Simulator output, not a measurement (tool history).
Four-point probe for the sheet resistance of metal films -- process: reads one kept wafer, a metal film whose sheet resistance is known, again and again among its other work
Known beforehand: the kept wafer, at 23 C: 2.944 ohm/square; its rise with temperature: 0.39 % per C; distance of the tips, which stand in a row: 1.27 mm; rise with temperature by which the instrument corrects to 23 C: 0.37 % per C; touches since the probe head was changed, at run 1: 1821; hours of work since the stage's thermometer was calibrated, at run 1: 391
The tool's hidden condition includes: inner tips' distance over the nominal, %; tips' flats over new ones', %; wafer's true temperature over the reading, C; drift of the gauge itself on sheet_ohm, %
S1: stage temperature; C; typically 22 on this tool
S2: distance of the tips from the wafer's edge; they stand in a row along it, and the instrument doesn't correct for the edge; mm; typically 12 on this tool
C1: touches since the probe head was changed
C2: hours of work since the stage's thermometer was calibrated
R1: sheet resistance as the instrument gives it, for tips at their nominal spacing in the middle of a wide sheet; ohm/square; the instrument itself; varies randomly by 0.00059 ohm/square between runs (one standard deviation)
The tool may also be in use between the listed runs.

| run | hour | S1 | S2 | C1 | C2 | R1 |
|---|---|---|---|---|---|---|
| 1 | 0 | 22 | 12 | 1821 | 391 | 2.951577 |
| 2 | 26.9 | 20 | 12 | 2218 | 407 | 2.950598 |
| 3 | 56 | 20 | 12 | 2647 | 425 | 2.950981 |
| 4 | 77.9 | 20 | 12 | 2970 | 437 | 2.951312 |
| 5 | 106.1 | 20 | 12 | 3384 | 454 | 2.950888 |
| 6 | 135.2 | 20 | 12 | 3814 | 471 | 2.951307 |
| 7 | 152.1 | 20 | 12 | 4063 | 481 | 2.950227 |
| 8 | 185.1 | 22 | 12 | 4550 | 501 | 2.951772 |
| 9 | 221.5 | 22 | 12 | 5087 | 522 | 2.951201 |
| 10 | 240.8 | 22 | 12 | 5371 | 534 | 2.951295 |
| 11 | 261.5 | 22 | 12 | 5676 | 546 | 2.951926 |
| 12 | 285.9 | 22 | 12 | 6036 | 560 | 2.951322 |
| 13 | 304.2 | 22 | 12 | 6305 | 571 | 2.95062 |
| 14 | 325.9 | 22 | 12 | 6625 | 584 | 2.951786 |
| 15 | 356.8 | 22 | 4 | 7082 | 602 | 3.085949 |
| 16 | 388.8 | 22 | 4 | 7553 | 621 | 3.085272 |
| 17 | 418.7 | 22 | 6 | 7993 | 639 | 3.003288 |
| 18 | 437.7 | 22 | 6 | 8275 | 650 | 3.002894 |
| 19 | 462 | 22 | 6 | 8632 | 664 | 3.004247 |
| 20 | 490.1 | 22 | 6 | 9047 | 681 | 3.003753 |
| 21 | 516.5 | 34 | 6 | 9436 | 696 | 3.008467 |
| 22 | 542.1 | 29 | 9 | 9814 | 711 | 2.969186 |
|  | 544.3 | stage's thermometer calibrated |
| 23 | 566.2 | 29 | 9 | 10162 | 13 | 2.967683 |
| 24 | 596.5 | 29 | 9 | 10608 | 31 | 2.969983 |
| 25 | 628.7 | 25 | 12 | 11083 | 50 | 2.954014 |
| 26 | 646.4 | 18 | 11 | 11344 | 60 | 2.954111 |
| 27 | 666.7 | 18 | 11 | 11643 | 72 | 2.95353 |
| 28 | 684.6 | 18 | 11 | 11907 | 83 | 2.95379 |
| 29 | 718.1 | 18 | 11 | 12402 | 103 | 2.954247 |
|  | 730.7 | stage's thermometer calibrated, once more |
| 30 | 747.9 | 20 | 15 | 12834 | 10 | 2.942813 |
| 31 | 779.1 | 19 | 29 | 13293 | 29 | 2.933815 |
| 32 | 812.6 | 25 | 34 | 13787 | 48 | 2.936276 |
| 33 | 843.6 | 25 | 34 | 14244 | 67 | 2.93544 |
| 34 | 879.2 | 25 | 34 | 14769 | 88 | 2.936852 |
| 35 | 907.7 | 25 | 34 | 15189 | 104 | 2.935415 |

Estimate the outcome of run 36 from the log above:
| 36 | 933.2 | 25 | 6 | 15565 | 120 | ? |

{"run 36": {"R1": 3.002573}}
Minus the tool's unlogged condition, the same run would have read R1 3.013794 ohm/square.
